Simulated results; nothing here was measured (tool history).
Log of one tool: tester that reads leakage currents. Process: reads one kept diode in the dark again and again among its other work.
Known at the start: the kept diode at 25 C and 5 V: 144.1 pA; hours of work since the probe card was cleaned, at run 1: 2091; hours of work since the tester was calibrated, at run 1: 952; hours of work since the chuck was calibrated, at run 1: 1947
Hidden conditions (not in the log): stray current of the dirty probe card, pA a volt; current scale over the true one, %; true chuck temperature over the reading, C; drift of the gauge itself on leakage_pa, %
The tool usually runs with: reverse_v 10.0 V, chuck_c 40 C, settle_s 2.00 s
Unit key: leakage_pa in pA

| run | hour | reverse_v | chuck_c | settle_s | hours of work since the probe card was cleaned | hours of work since the tester was calibrated | hours of work since the chuck was calibrated | leakage_pa |
|---|---|---|---|---|---|---|---|---|
| 1 | 0.0 | 10.0 | 40 | 2.00 | 2091 | 952 | 1947 | 793.59 |
| 2 | 26.2 | 10.0 | 40 | 2.00 | 2110 | 971 | 1966 | 798.92 |
| 3 | 55.1 | 1.3 | 40 | 2.00 | 2131 | 992 | 1987 | 267.61 |
| 4 | 93.7 | 1.3 | 40 | 2.00 | 2159 | 1020 | 2015 | 266.90 |
| 5 | 136.1 | 10.0 | 31 | 2.00 | 2190 | 1051 | 2046 | 399.75 |
| 6 | 200.2 | 10.0 | 26 | 2.00 | 2236 | 1097 | 2093 | 268.65 |
| 7 | 234.0 | 10.0 | 26 | 2.00 | 2261 | 1122 | 2117 | 267.12 |
| 8 | 267.2 | 10.0 | 26 | 2.00 | 2285 | 1146 | 2141 | 268.56 |
| 9 | 326.7 | 10.0 | 26 | 2.00 | 2328 | 1190 | 2185 | 272.00 |
|  | 357.2 | probe card cleaned and baked |
| 10 | 372.7 | 10.0 | 26 | 2.00 | 11 | 1221 | 2216 | 258.54 |
| 11 | 429.7 | 1.2 | 49 | 3.31 | 53 | 1262 | 2257 | 507.78 |
| 12 | 486.7 | 1.2 | 49 | 3.31 | 94 | 1304 | 2299 | 507.74 |
| 13 | 520.3 | 7.6 | 40 | 2.00 | 119 | 1328 | 2323 | 689.98 |
| 14 | 563.9 | 2.4 | 26 | 2.00 | 150 | 1360 | 2355 | 121.10 |
| 15 | 624.8 | 1.1 | 44 | 2.62 | 195 | 1404 | 2399 | 335.01 |
| 16 | 681.2 | 1.1 | 44 | 2.62 | 236 | 1445 | 2440 | 337.26 |
|  | 727.0 | chuck's temperature calibrated |
| 17 | 745.2 | 4.6 | 38 | 2.25 | 281 | 1490 | 13 | 398.58 |
| 18 | 773.0 | 17.8 | 29 | 3.20 | 301 | 1511 | 34 | 400.41 |

How the hidden state differs across the entries between the runs, from the last listed run before each to the first after it:
After run 9, before run 10: probe card cleaned and baked (hour 357.2)
  stray current of the dirty probe card, pA a volt: 1.31 -> 0.029; current scale over the true one, %: -0.74 -> -0.77; true chuck temperature over the reading, C: 1.47 -> 1.5
  measured less the result without the state, leakage_pa: +41.43 -> +28.96 pA
After run 16, before run 17: chuck's temperature calibrated (hour 727.0)
  stray current of the dirty probe card, pA a volt: 0.149 -> 0.173; current scale over the true one, %: -0.94 -> -0.98; true chuck temperature over the reading, C: 1.67 -> -0.01
  measured less the result without the state, leakage_pa: +37.34 -> -3.42 pA

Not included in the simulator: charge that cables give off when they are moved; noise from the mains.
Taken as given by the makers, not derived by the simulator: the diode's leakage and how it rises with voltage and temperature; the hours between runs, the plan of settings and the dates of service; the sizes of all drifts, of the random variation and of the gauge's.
